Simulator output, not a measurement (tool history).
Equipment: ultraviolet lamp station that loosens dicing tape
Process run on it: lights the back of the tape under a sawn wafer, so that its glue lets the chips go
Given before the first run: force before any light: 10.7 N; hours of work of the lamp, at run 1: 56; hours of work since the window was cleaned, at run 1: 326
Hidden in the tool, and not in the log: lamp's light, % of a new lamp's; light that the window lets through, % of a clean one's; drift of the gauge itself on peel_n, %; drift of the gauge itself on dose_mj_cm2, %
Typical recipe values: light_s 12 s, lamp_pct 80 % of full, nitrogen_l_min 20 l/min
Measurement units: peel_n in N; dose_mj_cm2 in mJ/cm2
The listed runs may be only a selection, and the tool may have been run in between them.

| run | hour | light_s | lamp_pct | nitrogen_l_min | hours of work of the lamp | hours of work since the window was cleaned | peel_n | dose_mj_cm2 |
|---|---|---|---|---|---|---|---|---|
| 1 | 0 | 12 | 80 | 20 | 56 | 326 | 0.207 | 574 |
| 2 | 16.7 | 12 | 80 | 20 | 64 | 333 | 0.216 | 577 |
| 3 | 25.5 | 12 | 61 | 20 | 68 | 337 | 0.395 | 432 |
| 4 | 36.2 | 12 | 80 | 7 | 73 | 342 | 0.525 | 576 |
| 5 | 50.1 | 12 | 80 | 7 | 79 | 349 | 0.507 | 579 |
| 6 | 69.2 | 12 | 80 | 7 | 88 | 357 | 0.525 | 574 |
| 7 | 90.1 | 12 | 80 | 7 | 97 | 367 | 0.546 | 573 |
| 8 | 100.8 | 12 | 80 | 7 | 102 | 372 | 0.51 | 582 |
| 9 | 111 | 12 | 80 | 11 | 107 | 376 | 0.345 | 576 |
| 10 | 129.2 | 16 | 80 | 40 | 115 | 385 | 0.132 | 767 |
| 11 | 149.2 | 16 | 61 | 14 | 124 | 394 | 0.276 | 585 |
| 12 | 159.8 | 8 | 88 | 16 | 129 | 399 | 0.543 | 421 |
| 13 | 179.5 | 14 | 88 | 20 | 138 | 408 | 0.152 | 732 |
| 14 | 188.8 | 14 | 88 | 20 | 142 | 412 | 0.151 | 743 |
| 15 | 201.5 | 14 | 88 | 20 | 148 | 418 | 0.144 | 740 |
| 16 | 219.3 | 14 | 88 | 20 | 156 | 426 | 0.147 | 733 |
| 17 | 239.8 | 14 | 88 | 20 | 166 | 435 | 0.144 | 742 |
| 18 | 256.1 | 12 | 80 | 16 | 173 | 443 | 0.261 | 575 |

Branching from run 18: 4 alternative next runs. What would each branch give?
| A | 271.7 | 11 | 80 | 7 | 180 | 450 | ? | ? |
| B | 271.7 | 17 | 73 | 15 | 180 | 450 | ? | ? |
| C | 271.7 | 23 | 83 | 7 | 180 | 450 | ? | ? |
| D | 271.7 | 7 | 61 | 23 | 180 | 450 | ? | ? |

| run | peel_n | dose_mj_cm2 |
|---|---|---|
| A | 0.653 | 528 |
| B | 0.176 | 734 |
| C | 0.145 | 1137 |
| D | 1.275 | 258 |
With no hidden state in the tool, these same runs would have given:
| run | peel_n | dose_mj_cm2 |
|---|---|---|
| A | 0.651 | 529 |
| B | 0.175 | 735 |
| C | 0.145 | 1139 |
| D | 1.271 | 258 |
